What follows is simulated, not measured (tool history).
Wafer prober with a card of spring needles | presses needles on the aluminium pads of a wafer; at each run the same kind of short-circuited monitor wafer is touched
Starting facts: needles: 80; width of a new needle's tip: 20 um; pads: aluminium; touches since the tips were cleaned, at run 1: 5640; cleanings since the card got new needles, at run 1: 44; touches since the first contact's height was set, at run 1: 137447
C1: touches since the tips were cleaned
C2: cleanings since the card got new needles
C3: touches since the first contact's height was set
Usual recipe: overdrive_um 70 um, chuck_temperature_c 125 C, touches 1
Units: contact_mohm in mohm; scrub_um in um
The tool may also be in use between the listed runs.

run 1 hour=0.0 | overdrive_um=70 chuck_temperature_c=125 touches=1 | C1=5640 C2=44 C3=137447 | contact_mohm=127 scrub_um=18.73
-- hour=1.6 tips cleaned on abrasive film
run 2 hour=13.7 | overdrive_um=70 chuck_temperature_c=95 touches=1 | C1=5442 C2=45 C3=143578 | contact_mohm=126 scrub_um=18.78
-- hour=15.3 tips cleaned on abrasive film
-- hour=29.1 tips cleaned on abrasive film
run 3 hour=32.9 | overdrive_um=70 chuck_temperature_c=125 touches=1 | C1=1707 C2=47 C3=152147 | contact_mohm=132 scrub_um=18.66
-- hour=42.7 tips cleaned on abrasive film
run 4 hour=43.4 | overdrive_um=70 chuck_temperature_c=125 touches=1 | C1=280 C2=48 C3=156824 | contact_mohm=130 scrub_um=18.65
-- hour=56.4 tips cleaned on abrasive film
run 5 hour=57.5 | overdrive_um=70 chuck_temperature_c=125 touches=1 | C1=480 C2=49 C3=163156 | contact_mohm=130 scrub_um=18.59
-- hour=71.0 tips cleaned on abrasive film
run 6 hour=74.5 | overdrive_um=70 chuck_temperature_c=125 touches=1 | C1=1606 C2=50 C3=170800 | contact_mohm=128 scrub_um=18.56
-- hour=85.0 tips cleaned on abrasive film
run 7 hour=94.9 | overdrive_um=70 chuck_temperature_c=125 touches=1 | C1=4473 C2=51 C3=179928 | contact_mohm=132 scrub_um=18.55
-- hour=99.2 tips cleaned on abrasive film
run 8 hour=109.5 | overdrive_um=70 chuck_temperature_c=37 touches=1 | C1=4672 C2=52 C3=186495 | contact_mohm=114 scrub_um=18.77
-- hour=112.9 tips cleaned on abrasive film
-- hour=127.2 tips cleaned on abrasive film
-- hour=127.5 height of the first contact set anew
run 9 hour=127.5 | overdrive_um=70 chuck_temperature_c=37 touches=1 | C1=0 C2=54 C3=0 | contact_mohm=119 scrub_um=18.59
run 10 hour=138.8 | overdrive_um=70 chuck_temperature_c=125 touches=1 | C1=5100 C2=54 C3=5100 | contact_mohm=130 scrub_um=18.70
-- hour=142.4 tips cleaned on abrasive film
run 11 hour=148.7 | overdrive_um=87 chuck_temperature_c=125 touches=1 | C1=2847 C2=55 C3=9514 | contact_mohm=126 scrub_um=23.04
-- hour=156.4 tips cleaned on abrasive film
run 12 hour=162.2 | overdrive_um=60 chuck_temperature_c=125 touches=1 | C1=2607 C2=56 C3=15548 | contact_mohm=132 scrub_um=15.85
-- hour=171.5 tips cleaned on abrasive film
run 13 hour=182.3 | overdrive_um=60 chuck_temperature_c=125 touches=1 | C1=4859 C2=57 C3=24559 | contact_mohm=133 scrub_um=15.81
-- hour=186.0 tips cleaned on abrasive film
-- hour=199.7 tips cleaned on abrasive film
run 14 hour=203.4 | overdrive_um=71 chuck_temperature_c=27 touches=1 | C1=1641 C2=59 C3=33974 | contact_mohm=118 scrub_um=18.62
-- hour=214.2 tips cleaned on abrasive film
run 15 hour=216.1 | overdrive_um=82 chuck_temperature_c=27 touches=1 | C1=833 C2=60 C3=39662 | contact_mohm=112 scrub_um=21.57
-- hour=227.8 tips cleaned on abrasive film
run 16 hour=227.8 | overdrive_um=74 chuck_temperature_c=50 touches=2 | C1=0 C2=61 C3=44897 | contact_mohm=118 scrub_um=19.46
-- hour=243.0 tips cleaned on abrasive film
run 17 hour=245.3 | overdrive_um=88 chuck_temperature_c=34 touches=1 | C1=1032 C2=62 C3=52736 | contact_mohm=113 scrub_um=23.18
run 18 hour=254.8 | overdrive_um=50 chuck_temperature_c=34 touches=1 | C1=5353 C2=62 C3=57057 | contact_mohm=123 scrub_um=13.23
-- hour=257.7 tips cleaned on abrasive film
run 19 hour=270.6 | overdrive_um=72 chuck_temperature_c=61 touches=1 | C1=5796 C2=63 C3=64106 | contact_mohm=121 scrub_um=18.85
-- hour=272.3 tips cleaned on abrasive film
-- hour=287.0 tips cleaned on abrasive film
run 20 hour=290.4 | overdrive_um=62 chuck_temperature_c=121 touches=1 | C1=1526 C2=65 C3=72970 | contact_mohm=131 scrub_um=16.32
-- hour=301.5 tips cleaned on abrasive film
run 21 hour=308.2 | overdrive_um=70 chuck_temperature_c=98 touches=1 | C1=2998 C2=66 C3=80927 | contact_mohm=127 scrub_um=18.29
-- hour=316.3 tips cleaned on abrasive film
run 22 hour=317.0 | overdrive_um=88 chuck_temperature_c=61 touches=1 | C1=313 C2=67 C3=84877 | contact_mohm=116 scrub_um=22.99
-- hour=329.9 tips cleaned on abrasive film
run 23 hour=330.8 | overdrive_um=72 chuck_temperature_c=31 touches=2 | C1=395 C2=68 C3=91029 | contact_mohm=114 scrub_um=18.98
run 24 hour=340.5 | overdrive_um=72 chuck_temperature_c=31 touches=2 | C1=4774 C2=68 C3=95408 | contact_mohm=114 scrub_um=18.88
-- hour=344.3 tips cleaned on abrasive film
-- hour=351.7 gauge calibrated
run 25 hour=351.7 | overdrive_um=89 chuck_temperature_c=116 touches=1 | C1=3354 C2=69 C3=100446 | contact_mohm=125 scrub_um=23.76
-- hour=358.3 tips cleaned on abrasive film
run 26 hour=369.0 | overdrive_um=85 chuck_temperature_c=79 touches=1 | C1=4830 C2=70 C3=108194 | contact_mohm=118 scrub_um=22.75

For some of the steps in scrub_um from one run to the next: how much would appear even if the tool had no hidden state, given the settings, what came in and random variation, and how much remains for the hidden state plus any gauge scatter that the measured result and the result without hidden state don't share?
Unlogged tool condition in this case: debris on the tips, nm; way that the needles fall short of the set height, um; tips' diameter, um; drift of the gauge itself on contact_mohm, %; drift of the gauge itself on scrub_um, %.
Run 11 -> 12: overdrive_um 87 -> 60, tips cleaned on abrasive film. scrub_um -7.19 um: hidden state +0.04, all else -7.23.
Run 17 -> 18: overdrive_um 88 -> 50. scrub_um -9.95 um: hidden state +0.11, all else -10.06.
Run 24 -> 25: overdrive_um 72 -> 89, chuck_temperature_c 31 -> 116, touches 2 -> 1, tips cleaned on abrasive film, gauge calibrated. scrub_um +4.88 um: hidden state +0.35, all else +4.53.
